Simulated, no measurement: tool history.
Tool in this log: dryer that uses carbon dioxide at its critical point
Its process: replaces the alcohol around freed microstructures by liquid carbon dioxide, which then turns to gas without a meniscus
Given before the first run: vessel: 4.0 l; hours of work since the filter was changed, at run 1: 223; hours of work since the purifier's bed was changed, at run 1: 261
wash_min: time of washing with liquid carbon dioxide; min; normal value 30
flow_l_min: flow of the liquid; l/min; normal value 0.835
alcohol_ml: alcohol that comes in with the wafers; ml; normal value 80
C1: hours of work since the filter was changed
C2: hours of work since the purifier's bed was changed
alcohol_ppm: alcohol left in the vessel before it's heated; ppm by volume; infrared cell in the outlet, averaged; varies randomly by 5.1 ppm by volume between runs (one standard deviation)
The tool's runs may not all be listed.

{"run": 1, "day": 0.0, "wash_min": 30, "flow_l_min": 0.835, "alcohol_ml": 80, "C1": 223, "C2": 261, "alcohol_ppm": 171}
{"run": 2, "day": 1.208, "wash_min": 30, "flow_l_min": 0.835, "alcohol_ml": 80, "C1": 241, "C2": 280, "alcohol_ppm": 186}
{"run": 3, "day": 3.058, "wash_min": 30, "flow_l_min": 0.835, "alcohol_ml": 80, "C1": 269, "C2": 308, "alcohol_ppm": 199}
{"run": 4, "day": 4.108, "wash_min": 30, "flow_l_min": 0.835, "alcohol_ml": 80, "C1": 285, "C2": 324, "alcohol_ppm": 212}
{"run": 5, "day": 5.721, "wash_min": 30, "flow_l_min": 0.835, "alcohol_ml": 80, "C1": 310, "C2": 348, "alcohol_ppm": 221}
{"run": 6, "day": 6.917, "wash_min": 30, "flow_l_min": 0.835, "alcohol_ml": 80, "C1": 328, "C2": 366, "alcohol_ppm": 224}
{"day": 7.488, "done": "inlet filter changed"}
{"run": 7, "day": 8.671, "wash_min": 30, "flow_l_min": 0.835, "alcohol_ml": 80, "C1": 18, "C2": 392, "alcohol_ppm": 142}
{"run": 8, "day": 9.462, "wash_min": 30, "flow_l_min": 0.835, "alcohol_ml": 80, "C1": 30, "C2": 404, "alcohol_ppm": 140}
{"run": 9, "day": 10.329, "wash_min": 30, "flow_l_min": 0.835, "alcohol_ml": 80, "C1": 43, "C2": 418, "alcohol_ppm": 163}
{"run": 10, "day": 11.933, "wash_min": 30, "flow_l_min": 0.835, "alcohol_ml": 80, "C1": 68, "C2": 442, "alcohol_ppm": 162}
{"run": 11, "day": 13.546, "wash_min": 42, "flow_l_min": 0.835, "alcohol_ml": 80, "C1": 92, "C2": 467, "alcohol_ppm": 85}
{"run": 12, "day": 15.283, "wash_min": 45, "flow_l_min": 0.835, "alcohol_ml": 80, "C1": 119, "C2": 493, "alcohol_ppm": 92}
{"run": 13, "day": 16.267, "wash_min": 40, "flow_l_min": 0.835, "alcohol_ml": 80, "C1": 134, "C2": 508, "alcohol_ppm": 101}
{"run": 14, "day": 17.725, "wash_min": 40, "flow_l_min": 0.835, "alcohol_ml": 80, "C1": 156, "C2": 530, "alcohol_ppm": 101}
{"run": 15, "day": 19.521, "wash_min": 40, "flow_l_min": 0.835, "alcohol_ml": 80, "C1": 183, "C2": 558, "alcohol_ppm": 117}
{"run": 16, "day": 20.671, "wash_min": 40, "flow_l_min": 0.835, "alcohol_ml": 80, "C1": 201, "C2": 575, "alcohol_ppm": 111}
{"run": 17, "day": 22.217, "wash_min": 30, "flow_l_min": 0.835, "alcohol_ml": 80, "C1": 224, "C2": 599, "alcohol_ppm": 221}
{"run": 18, "day": 23.104, "wash_min": 30, "flow_l_min": 0.835, "alcohol_ml": 80, "C1": 238, "C2": 612, "alcohol_ppm": 237}
{"run": 19, "day": 24.838, "wash_min": 30, "flow_l_min": 0.746, "alcohol_ml": 80, "C1": 264, "C2": 638, "alcohol_ppm": 341}
{"run": 20, "day": 26.058, "wash_min": 30, "flow_l_min": 0.746, "alcohol_ml": 80, "C1": 283, "C2": 657, "alcohol_ppm": 350}
{"run": 21, "day": 26.838, "wash_min": 31, "flow_l_min": 1.363, "alcohol_ml": 61, "C1": 294, "C2": 669, "alcohol_ppm": 105}
{"run": 22, "day": 28.604, "wash_min": 41, "flow_l_min": 0.745, "alcohol_ml": 81, "C1": 321, "C2": 696, "alcohol_ppm": 173}
{"day": 29.612, "done": "inlet filter changed"}
{"run": 23, "day": 30.129, "wash_min": 41, "flow_l_min": 0.745, "alcohol_ml": 81, "C1": 8, "C2": 718, "alcohol_ppm": 129}
{"run": 24, "day": 30.925, "wash_min": 41, "flow_l_min": 0.745, "alcohol_ml": 81, "C1": 20, "C2": 730, "alcohol_ppm": 132}
{"run": 25, "day": 32.079, "wash_min": 30, "flow_l_min": 1.128, "alcohol_ml": 40, "C1": 38, "C2": 748, "alcohol_ppm": 122}
{"run": 26, "day": 33.325, "wash_min": 22, "flow_l_min": 0.645, "alcohol_ml": 38, "C1": 57, "C2": 767, "alcohol_ppm": 534}
{"run": 27, "day": 35.062, "wash_min": 22, "flow_l_min": 0.645, "alcohol_ml": 38, "C1": 83, "C2": 793, "alcohol_ppm": 546}
{"run": 28, "day": 36.408, "wash_min": 25, "flow_l_min": 0.808, "alcohol_ml": 93, "C1": 103, "C2": 814, "alcohol_ppm": 422}
{"run": 29, "day": 37.729, "wash_min": 25, "flow_l_min": 1.392, "alcohol_ml": 60, "C1": 124, "C2": 834, "alcohol_ppm": 137}
{"run": 30, "day": 39.167, "wash_min": 30, "flow_l_min": 1.021, "alcohol_ml": 30, "C1": 145, "C2": 856, "alcohol_ppm": 144}
{"run": 31, "day": 40.167, "wash_min": 30, "flow_l_min": 1.021, "alcohol_ml": 30, "C1": 161, "C2": 871, "alcohol_ppm": 145}
{"run": 32, "day": 41.438, "wash_min": 30, "flow_l_min": 1.021, "alcohol_ml": 30, "C1": 180, "C2": 890, "alcohol_ppm": 154}
{"run": 33, "day": 42.829, "wash_min": 23, "flow_l_min": 0.893, "alcohol_ml": 65, "C1": 201, "C2": 912, "alcohol_ppm": 391}
{"run": 34, "day": 44.625, "wash_min": 23, "flow_l_min": 1.026, "alcohol_ml": 29, "C1": 228, "C2": 939, "alcohol_ppm": 223}
{"day": 45.617, "done": "purifier's bed changed"}
{"run": 35, "day": 46.504, "wash_min": 23, "flow_l_min": 1.026, "alcohol_ml": 29, "C1": 255, "C2": 13, "alcohol_ppm": 82}
{"run": 36, "day": 47.517, "wash_min": 23, "flow_l_min": 0.835, "alcohol_ml": 37, "C1": 271, "C2": 29, "alcohol_ppm": 210}
{"run": 37, "day": 49.192, "wash_min": 28, "flow_l_min": 0.835, "alcohol_ml": 80, "C1": 296, "C2": 54, "alcohol_ppm": 231}
{"run": 38, "day": 50.55, "wash_min": 28, "flow_l_min": 0.835, "alcohol_ml": 80, "C1": 317, "C2": 75, "alcohol_ppm": 228}
{"day": 51.792, "done": "inlet filter changed"}
{"run": 39, "day": 52.025, "wash_min": 28, "flow_l_min": 1.183, "alcohol_ml": 59, "C1": 4, "C2": 97, "alcohol_ppm": 39}
{"run": 40, "day": 53.404, "wash_min": 28, "flow_l_min": 1.183, "alcohol_ml": 59, "C1": 25, "C2": 118, "alcohol_ppm": 35}

Measured minus without-hidden-state, run by run (identical run-to-run variation in each term; gauge scatter may differ):
Hidden state at play: flow that reaches the vessel past the clogged filter, %; alcohol in the recycled carbon dioxide, ppm; drift of the gauge itself on alcohol_ppm, %.
run=1 alcohol_ppm=+93
run=2 alcohol_ppm=+106
run=3 alcohol_ppm=+119
run=4 alcohol_ppm=+127
run=5 alcohol_ppm=+141
run=6 alcohol_ppm=+145
run=7 alcohol_ppm=+66
run=8 alcohol_ppm=+70
run=9 alcohol_ppm=+78
run=10 alcohol_ppm=+87
run=11 alcohol_ppm=+72
run=12 alcohol_ppm=+77
run=13 alcohol_ppm=+82
run=14 alcohol_ppm=+87
run=15 alcohol_ppm=+95
run=16 alcohol_ppm=+98
run=17 alcohol_ppm=+148
run=18 alcohol_ppm=+154
run=19 alcohol_ppm=+209
run=20 alcohol_ppm=+219
run=21 alcohol_ppm=+105
run=22 alcohol_ppm=+147
run=23 alcohol_ppm=+107
run=24 alcohol_ppm=+112
run=25 alcohol_ppm=+114
run=26 alcohol_ppm=+152
run=27 alcohol_ppm=+167
run=28 alcohol_ppm=+182
run=29 alcohol_ppm=+133
run=30 alcohol_ppm=+134
run=31 alcohol_ppm=+136
run=32 alcohol_ppm=+141
run=33 alcohol_ppm=+219
run=34 alcohol_ppm=+174
run=35 alcohol_ppm=+36
run=36 alcohol_ppm=+90
run=37 alcohol_ppm=+115
run=38 alcohol_ppm=+129
run=39 alcohol_ppm=+17
run=40 alcohol_ppm=+21

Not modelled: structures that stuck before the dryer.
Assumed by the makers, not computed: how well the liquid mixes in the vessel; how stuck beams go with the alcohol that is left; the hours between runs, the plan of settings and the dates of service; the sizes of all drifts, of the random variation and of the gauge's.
